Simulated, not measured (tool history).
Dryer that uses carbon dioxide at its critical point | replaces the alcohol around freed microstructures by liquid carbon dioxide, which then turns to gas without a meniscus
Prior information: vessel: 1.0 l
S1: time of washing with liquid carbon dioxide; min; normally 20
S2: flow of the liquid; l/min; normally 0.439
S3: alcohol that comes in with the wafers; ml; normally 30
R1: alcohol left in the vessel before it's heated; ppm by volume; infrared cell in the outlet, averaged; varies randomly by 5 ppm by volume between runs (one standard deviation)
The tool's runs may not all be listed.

run	day	S1	S2	S3	R1
1	0	20	0.439	30	55
2	0.754	20	0.439	56	61
3	1.504	20	0.439	45	75
4	2.083	20	0.439	45	74
5	2.454	20	0.439	45	68
6	2.967	20	0.439	45	78
7	3.558	20	0.439	45	84
8	4.083	20	0.439	30	77
9	4.871	20	0.439	30	79
10	5.479	13	0.439	30	242
11	5.979	13	0.439	30	247
12	6.333	13	0.439	30	254
13	6.946	13	0.439	30	260
14	7.508	13	0.439	25	227
15	8.008	20	0.352	28	113
16	8.412	20	0.352	28	118
17	9.075	23	0.335	84	169

Estimate the outcome of run 18 from the log above:
# day 9.462: inlet filter changed
18	9.462	20	0.325	30	?

R1: 135 ppm by volume
Without the tool's hidden state the same run would have given R1 70 ppm by volume.
